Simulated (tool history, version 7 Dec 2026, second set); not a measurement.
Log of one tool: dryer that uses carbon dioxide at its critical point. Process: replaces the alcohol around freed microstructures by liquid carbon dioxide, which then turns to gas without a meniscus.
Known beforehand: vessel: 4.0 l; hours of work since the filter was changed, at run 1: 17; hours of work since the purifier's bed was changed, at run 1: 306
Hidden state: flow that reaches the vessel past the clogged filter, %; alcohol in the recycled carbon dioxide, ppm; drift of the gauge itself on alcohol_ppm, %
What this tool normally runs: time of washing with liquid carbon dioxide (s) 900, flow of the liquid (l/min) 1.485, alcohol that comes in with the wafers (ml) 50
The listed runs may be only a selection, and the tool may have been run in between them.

| run | hour | time of washing with liquid carbon dioxide (s) | flow of the liquid (l/min) | alcohol that comes in with the wafers (ml) | hours of work since the filter was changed | hours of work since the purifier's bed was changed | alcohol left in the vessel before it's heated (ppm by volume) |
|---|---|---|---|---|---|---|---|
| 1 | 0 | 900 | 1.485 | 50 | 17 | 306 | 108 |
| 2 | 14.9 | 900 | 1.01 | 50 | 24 | 313 | 419 |
| 3 | 34.5 | 900 | 1.01 | 50 | 33 | 323 | 431 |
| 4 | 48.3 | 900 | 1.485 | 50 | 40 | 329 | 114 |
| 5 | 58.5 | 900 | 1.485 | 50 | 45 | 334 | 128 |
| 6 | 67.9 | 900 | 1.485 | 50 | 49 | 338 | 112 |
| 7 | 83.7 | 900 | 1.66 | 50 | 57 | 346 | 82 |
| 8 | 104.5 | 1140 | 1.66 | 50 | 66 | 356 | 62 |
| 9 | 121.8 | 1140 | 1.66 | 107 | 75 | 364 | 77 |
| 10 | 133.4 | 900 | 1.485 | 34 | 80 | 370 | 102 |
| 11 | 145.9 | 900 | 1.485 | 50 | 86 | 376 | 132 |
| 12 | 158 | 900 | 1.485 | 50 | 92 | 381 | 127 |
| 13 | 171 | 900 | 1.485 | 50 | 98 | 388 | 127 |
| 14 | 185.6 | 900 | 1.485 | 50 | 105 | 394 | 141 |
| 15 | 195.5 | 900 | 1.81 | 50 | 110 | 399 | 77 |
| 16 | 205.1 | 900 | 1.02 | 110 | 114 | 404 | 960 |
| 17 | 223.4 | 900 | 1.01 | 110 | 123 | 412 | 1002 |
| 18 | 238.6 | 720 | 1.75 | 26 | 130 | 420 | 113 |
| 19 | 249.1 | 720 | 2 | 26 | 135 | 425 | 90 |
| 20 | 266.1 | 720 | 2 | 26 | 143 | 433 | 96 |
| 21 | 275 | 900 | 1.63 | 39 | 148 | 437 | 97 |
| 22 | 286.5 | 900 | 1.63 | 39 | 153 | 443 | 94 |
| 23 | 303.4 | 900 | 1.63 | 39 | 161 | 451 | 99 |
| 24 | 321.8 | 900 | 1.63 | 39 | 170 | 459 | 110 |
| 25 | 338.3 | 900 | 1.63 | 39 | 178 | 467 | 117 |
| 26 | 358.7 | 900 | 1.63 | 39 | 188 | 477 | 108 |

3 ways to go on from here, each from the tool as it stands after run 26. What would each give?
| A | 374.9 | 1080 | 2.17 | 50 | 195 | 485 | ? |
| B | 374.9 | 900 | 1.17 | 39 | 195 | 485 | ? |
| C | 374.9 | 900 | 1.19 | 46 | 195 | 485 | ? |

| run | alcohol left in the vessel before it's heated (ppm by volume) |
|---|---|
| A | 64 |
| B | 284 |
| C | 279 |
Without the tool's hidden state the same runs would have given:
| run | alcohol left in the vessel before it's heated (ppm by volume) |
|---|---|
| A | 6 |
| B | 166 |
| C | 158 |
